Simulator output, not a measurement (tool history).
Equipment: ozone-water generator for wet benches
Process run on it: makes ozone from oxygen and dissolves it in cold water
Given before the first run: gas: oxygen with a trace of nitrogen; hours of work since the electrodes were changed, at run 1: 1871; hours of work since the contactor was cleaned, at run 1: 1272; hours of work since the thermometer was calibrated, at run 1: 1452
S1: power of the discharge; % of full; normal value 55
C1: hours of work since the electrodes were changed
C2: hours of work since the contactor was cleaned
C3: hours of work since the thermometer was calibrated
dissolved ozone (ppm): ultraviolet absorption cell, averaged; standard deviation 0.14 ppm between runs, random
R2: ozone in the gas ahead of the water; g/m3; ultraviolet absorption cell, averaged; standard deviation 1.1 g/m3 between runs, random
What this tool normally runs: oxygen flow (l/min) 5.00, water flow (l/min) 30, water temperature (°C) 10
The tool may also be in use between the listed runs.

{"run": 1, "hour": 0.0, "S1": 55, "oxygen flow (l/min)": 5.0, "water flow (l/min)": 30, "water temperature (°C)": 10, "C1": 1871, "C2": 1272, "C3": 1452, "dissolved ozone (ppm)": 15.6, "R2": 191.7}
{"run": 2, "hour": 37.2, "S1": 55, "oxygen flow (l/min)": 5.0, "water flow (l/min)": 30, "water temperature (°C)": 10, "C1": 1903, "C2": 1304, "C3": 1485, "dissolved ozone (ppm)": 15.6, "R2": 188.7}
{"run": 3, "hour": 91.1, "S1": 55, "oxygen flow (l/min)": 5.0, "water flow (l/min)": 30, "water temperature (°C)": 10, "C1": 1950, "C2": 1351, "C3": 1532, "dissolved ozone (ppm)": 15.4, "R2": 190.6}
{"run": 4, "hour": 139.2, "S1": 55, "oxygen flow (l/min)": 5.0, "water flow (l/min)": 30, "water temperature (°C)": 10, "C1": 1992, "C2": 1393, "C3": 1574, "dissolved ozone (ppm)": 15.8, "R2": 191.2}
{"run": 5, "hour": 192.9, "S1": 55, "oxygen flow (l/min)": 5.0, "water flow (l/min)": 30, "water temperature (°C)": 10, "C1": 2039, "C2": 1440, "C3": 1621, "dissolved ozone (ppm)": 15.6, "R2": 190.2}
{"run": 6, "hour": 222.0, "S1": 55, "oxygen flow (l/min)": 5.0, "water flow (l/min)": 30, "water temperature (°C)": 10, "C1": 2065, "C2": 1466, "C3": 1646, "dissolved ozone (ppm)": 15.8, "R2": 192.2}
{"run": 7, "hour": 257.3, "S1": 55, "oxygen flow (l/min)": 5.0, "water flow (l/min)": 30, "water temperature (°C)": 10, "C1": 2096, "C2": 1497, "C3": 1677, "dissolved ozone (ppm)": 15.4, "R2": 190.7}
{"run": 8, "hour": 302.2, "S1": 55, "oxygen flow (l/min)": 5.0, "water flow (l/min)": 30, "water temperature (°C)": 10, "C1": 2135, "C2": 1536, "C3": 1716, "dissolved ozone (ppm)": 15.6, "R2": 189.4}
{"run": 9, "hour": 339.5, "S1": 85, "oxygen flow (l/min)": 5.0, "water flow (l/min)": 18, "water temperature (°C)": 6, "C1": 2168, "C2": 1569, "C3": 1749, "dissolved ozone (ppm)": 37.4, "R2": 260.9}
{"run": 10, "hour": 381.9, "S1": 55, "oxygen flow (l/min)": 5.0, "water flow (l/min)": 47, "water temperature (°C)": 7, "C1": 2205, "C2": 1606, "C3": 1786, "dissolved ozone (ppm)": 9.4, "R2": 189.6}
{"run": 11, "hour": 442.3, "S1": 44, "oxygen flow (l/min)": 5.0, "water flow (l/min)": 47, "water temperature (°C)": 9, "C1": 2258, "C2": 1659, "C3": 1839, "dissolved ozone (ppm)": 7.7, "R2": 162.1}
{"run": 12, "hour": 486.3, "S1": 44, "oxygen flow (l/min)": 5.0, "water flow (l/min)": 47, "water temperature (°C)": 9, "C1": 2296, "C2": 1697, "C3": 1877, "dissolved ozone (ppm)": 8.1, "R2": 159.1}

Run 13 comes next. What will it give?
{"run": 13, "hour": 540.3, "S1": 82, "oxygen flow (l/min)": 3.23, "water flow (l/min)": 24, "water temperature (°C)": 9, "C1": 2343, "C2": 1744, "C3": 1925, "dissolved ozone (ppm)": "?", "R2": "?"}

dissolved ozone (ppm): 23.5
R2: 306.4 g/m3
The same run, on a tool lacking any hidden state, would have yielded dissolved ozone (ppm) 24.9, R2 319.6 g/m3.
